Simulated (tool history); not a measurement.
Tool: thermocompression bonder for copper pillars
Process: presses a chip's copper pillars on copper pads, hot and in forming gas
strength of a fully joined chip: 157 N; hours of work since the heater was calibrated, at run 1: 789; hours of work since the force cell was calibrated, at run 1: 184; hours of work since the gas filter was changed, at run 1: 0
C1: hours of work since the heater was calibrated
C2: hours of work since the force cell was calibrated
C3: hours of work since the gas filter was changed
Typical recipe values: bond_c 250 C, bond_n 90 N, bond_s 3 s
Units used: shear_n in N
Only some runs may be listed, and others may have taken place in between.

Run 1, day 0: usual settings; C1 789; C2 184; C3 0. Result: shear_n 81.2 N.
Run 2, day 3.212: usual settings; C1 845; C2 240; C3 56. Result: shear_n 83 N.
At day 5.517: heater calibrated with a thermocouple chip.
Run 3, day 6.846: usual settings; C1 23; C2 302; C3 118. Result: shear_n 83.2 N.
Run 4, day 10.329: usual settings; C1 84; C2 362; C3 179. Result: shear_n 83.4 N.
Run 5, day 13.367: usual settings; C1 137; C2 415; C3 232. Result: shear_n 82.7 N.
Run 6, day 16.738: usual settings; C1 196; C2 474; C3 290. Result: shear_n 82 N.
Run 7, day 18.667: usual settings; C1 229; C2 508; C3 324. Result: shear_n 82.4 N.
Run 8, day 20.95: usual settings but bond_c 256 C; C1 269; C2 547; C3 364. Result: shear_n 86.4 N.
At day 22.592: forming gas filter changed.
Run 9, day 24.712: usual settings but bond_n 111 N; C1 334; C2 613; C3 37. Result: shear_n 97.9 N.
Run 10, day 26.958: usual settings but bond_n 111 N; C1 374; C2 652; C3 76. Result: shear_n 96.7 N.
Run 11, day 30.321: usual settings; C1 432; C2 711; C3 135. Result: shear_n 83.4 N.
At day 32.458: force cell calibrated.
Run 12, day 33.817: usual settings but bond_n 68 N; C1 492; C2 24; C3 195. Result: shear_n 64.9 N.
Run 13, day 35.492: usual settings; C1 521; C2 53; C3 224. Result: shear_n 82 N.
Run 14, day 37.75: usual settings but bond_c 267 C; C1 561; C2 92; C3 263. Result: shear_n 95.5 N.
Run 15, day 40.079: usual settings but bond_c 267 C; C1 601; C2 133; C3 304. Result: shear_n 96.1 N.
Run 16, day 43.475: usual settings but bond_c 267 C; C1 661; C2 192; C3 363. Result: shear_n 95.4 N.
At day 45.033: forming gas filter changed.
Run 17, day 47.308: usual settings but bond_c 267 C; C1 727; C2 259; C3 40. Result: shear_n 96.4 N.
Run 18, day 50.483: usual settings but bond_c 267 C, bond_n 124 N; C1 782; C2 314; C3 95. Result: shear_n 116.6 N.
Run 19, day 53.229: usual settings but bond_c 267 C, bond_n 70 N; C1 830; C2 362; C3 143. Result: shear_n 78.3 N.
At day 56.162: heater calibrated with a thermocouple chip.
Run 20, day 56.404: usual settings but bond_c 267 C, bond_n 70 N; C1 4; C2 416; C3 197. Result: shear_n 77.3 N.
Run 21, day 59.304: usual settings but bond_c 230 C, bond_n 67 N; C1 55; C2 466; C3 247. Result: shear_n 50.5 N.
Run 22, day 62.579: usual settings but bond_c 230 C, bond_n 89 N, bond_s 8 s; C1 112; C2 524; C3 305. Result: shear_n 91.9 N.
Run 23, day 65.717: usual settings but bond_c 230 C, bond_n 89 N, bond_s 8 s; C1 167; C2 578; C3 359. Result: shear_n 95 N.
At day 67.538: forming gas filter changed.
Run 24, day 68.35: usual settings but bond_c 258 C, bond_n 89 N, bond_s 4 s; C1 212; C2 624; C3 14. Result: shear_n 97.2 N.
Run 25, day 70.308: usual settings but bond_n 117 N; C1 246; C2 658; C3 48. Result: shear_n 101.3 N.
Run 26, day 73.442: usual settings but bond_c 230 C, bond_n 104 N; C1 301; C2 713; C3 103. Result: shear_n 75.1 N.
At day 75.271: force cell calibrated.
Run 27, day 76.012: usual settings but bond_c 230 C, bond_n 104 N; C1 345; C2 13; C3 147. Result: shear_n 74.8 N.
Run 28, day 79.075: usual settings but bond_c 230 C, bond_n 104 N, bond_s 5 s; C1 398; C2 66; C3 200. Result: shear_n 88.9 N.
Run 29, day 80.979: usual settings but bond_c 251 C, bond_n 94 N; C1 431; C2 100; C3 233. Result: shear_n 84.5 N.
Run 30, day 84.604: usual settings but bond_c 251 C, bond_n 94 N; C1 495; C2 163; C3 297. Result: shear_n 85.5 N.
Run 31, day 86.488: usual settings but bond_n 80 N, bond_s 8 s; C1 527; C2 196; C3 329. Result: shear_n 102.4 N.
Run 32, day 88.533: usual settings but bond_n 80 N, bond_s 8 s; C1 563; C2 231; C3 365. Result: shear_n 101.7 N.
At day 89.967: forming gas filter changed.
Run 33, day 91.058: usual settings but bond_c 280 C, bond_n 114 N; C1 607; C2 275; C3 19. Result: shear_n 121.6 N.
Run 34, day 95.083: usual settings but bond_c 232 C, bond_n 76 N; C1 677; C2 345; C3 89. Result: shear_n 58.9 N.
Run 35, day 97.308: usual settings but bond_s 2 s; C1 716; C2 384; C3 128. Result: shear_n 71.5 N.
Run 36, day 101.271: usual settings but bond_s 2 s; C1 785; C2 453; C3 197. Result: shear_n 71.1 N.
Run 37, day 102.929: usual settings but bond_c 256 C, bond_n 57 N, bond_s 6 s; C1 814; C2 482; C3 226. Result: shear_n 76.3 N.
At day 106.821: heater calibrated with a thermocouple chip.
Run 38, day 106.971: usual settings but bond_c 251 C, bond_n 60 N; C1 3; C2 551; C3 295. Result: shear_n 58 N.

Branching from run 38: 4 alternative next runs. What would each branch give?
Run A, day 109.767: usual settings but bond_c 224 C, bond_n 112 N, bond_s 2 s; C1 51; C2 600; C3 344. Result: shear_n ?.
Run B, day 109.767: usual settings but bond_c 237 C, bond_s 6 s; C1 51; C2 600; C3 344. Result: shear_n ?.
Run C, day 109.767: usual settings but bond_c 257 C, bond_s 2 s; C1 51; C2 600; C3 344. Result: shear_n ?.
Run D, day 109.767: usual settings but bond_c 277 C, bond_n 60 N, bond_s 2 s; C1 51; C2 600; C3 344. Result: shear_n ?.

run  shear_n
  A     65.2
  B     90.6
  C     76.1
  D     63.7
Without the tool's hidden state the same runs would have given:
run  shear_n
  A     65.1
  B     90.5
  C     75.9
  D     63.5

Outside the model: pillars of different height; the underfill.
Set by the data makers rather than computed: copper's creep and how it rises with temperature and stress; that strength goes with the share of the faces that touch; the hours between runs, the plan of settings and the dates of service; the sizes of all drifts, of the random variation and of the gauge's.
